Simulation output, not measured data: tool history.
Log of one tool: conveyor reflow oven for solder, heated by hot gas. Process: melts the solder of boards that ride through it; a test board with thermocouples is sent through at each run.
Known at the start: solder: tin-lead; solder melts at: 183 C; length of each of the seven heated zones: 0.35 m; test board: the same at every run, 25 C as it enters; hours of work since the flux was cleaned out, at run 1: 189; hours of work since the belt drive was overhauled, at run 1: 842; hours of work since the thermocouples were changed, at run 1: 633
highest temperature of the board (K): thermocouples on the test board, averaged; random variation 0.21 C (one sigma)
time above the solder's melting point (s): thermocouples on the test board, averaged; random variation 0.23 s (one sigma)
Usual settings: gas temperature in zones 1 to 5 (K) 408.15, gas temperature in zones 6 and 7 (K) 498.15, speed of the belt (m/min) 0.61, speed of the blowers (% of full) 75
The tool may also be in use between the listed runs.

run	day	gas temperature in zones 1 to 5 (K)	gas temperature in zones 6 and 7 (K)	speed of the belt (m/min)	speed of the blowers (% of full)	hours of work since the flux was cleaned out	hours of work since the belt drive was overhauled	hours of work since the thermocouples were changed	highest temperature of the board (K)	time above the solder's melting point (s)
1	0	408.15	498.15	0.61	75	189	842	633	479.95	41.6
2	1.958	408.15	498.15	0.61	75	211	864	655	479.15	41.2
3	4.608	408.15	498.15	0.61	75	241	895	685	478.75	40.9
4	7.262	408.15	498.15	0.61	75	271	925	715	478.65	40.5
5	9.529	408.15	501.15	0.61	75	297	950	741	480.95	43
# day 10.862: flux residue cleaned out of gas plates and filters
6	11.267	408.15	501.15	0.61	75	5	968	759	483.95	46.3
# day 12.967: belt drive overhauled, speed set with a stopwatch
7	14.054	408.15	498.15	0.61	75	34	12	788	481.45	44
8	15.742	408.15	498.15	0.61	75	54	32	807	480.45	43.6
9	18.758	408.15	498.15	0.61	75	88	66	842	480.35	43.7
10	20.512	408.15	498.15	0.61	75	108	86	862	480.25	43
11	22.412	408.15	498.15	0.61	75	129	107	883	479.55	43.1
12	25.588	408.15	498.15	0.61	75	165	143	919	479.65	42.3
# day 27.267: belt drive overhauled, speed set with a stopwatch, once more
13	28.562	408.15	498.15	0.61	75	197	15	951	478.65	40.1
14	31.546	408.15	498.15	0.61	75	231	49	985	478.15	39.7
15	34.562	408.15	498.15	0.61	75	265	83	1019	477.85	39.3
16	37.454	408.15	498.15	0.61	75	298	116	1052	477.95	39
# day 38.717: flux residue cleaned out of gas plates and filters
17	39.233	408.15	498.15	0.704	75	6	133	1070	475.35	31.4
18	42.062	420.15	498.15	0.532	75	38	166	1102	485.75	60
19	44.667	402.15	505.15	0.694	88	68	195	1132	482.45	36.7
20	46.738	402.15	505.15	0.694	88	91	219	1155	481.95	36.8
# day 47.838: thermocouples of zones 6 and 7 changed
21	49.4	403.15	493.15	0.584	77	120	248	18	477.65	40
22	52.417	408.15	490.15	0.584	51	155	282	52	469.85	30.4
23	54.162	398.15	507.15	0.717	64	174	302	72	475.95	28.5
24	55.65	408.15	501.15	0.61	86	191	319	89	484.75	46.6
25	57.45	405.15	501.15	0.61	89	212	339	109	484.35	45.5
26	60.579	405.15	501.15	0.61	89	247	375	145	483.85	45
27	63.562	404.15	501.15	0.61	55	281	409	178	476.25	35.2
28	65.6	409.15	495.15	0.563	58	304	432	202	476.05	40.7
# day 66.308: flux residue cleaned out of gas plates and filters
29	68.812	409.15	495.15	0.563	58	28	466	236	477.65	43.6

Some steps in highest temperature of the board (K) between neighbouring runs. How much of each would the tool show without its hidden state too (settings, what came in, random variation), and how much is left for the hidden state, with any gauge scatter that isn't in both results?
The hidden state here: heat that the gas passes to the board, % of a clean oven's; belt's true speed, % of the reading; true gas temperature in zones 6 and 7 over the reading, C; drift of the gauge itself on peak_c, C; drift of the gauge itself on liquid_s, %.
Run 5 -> 6: flux residue cleaned out of gas plates and filters. highest temperature of the board (K) +3: hidden state +2.8, all else +0.2.
Run 16 -> 17: speed of the belt (m/min) 0.61 -> 0.704, flux residue cleaned out of gas plates and filters. highest temperature of the board (K) -2.6: hidden state +2.6, all else -5.2.
Run 17 -> 18: gas temperature in zones 1 to 5 (K) 408.15 -> 420.15, speed of the belt (m/min) 0.704 -> 0.532. highest temperature of the board (K) +10.4: hidden state -0.3, all else +10.7.
Run 23 -> 24: gas temperature in zones 1 to 5 (K) 398.15 -> 408.15, gas temperature in zones 6 and 7 (K) 507.15 -> 501.15, speed of the belt (m/min) 0.717 -> 0.61, speed of the blowers (% of full) 64 -> 86. highest temperature of the board (K) +8.8: hidden state +0.1, all else +8.7.
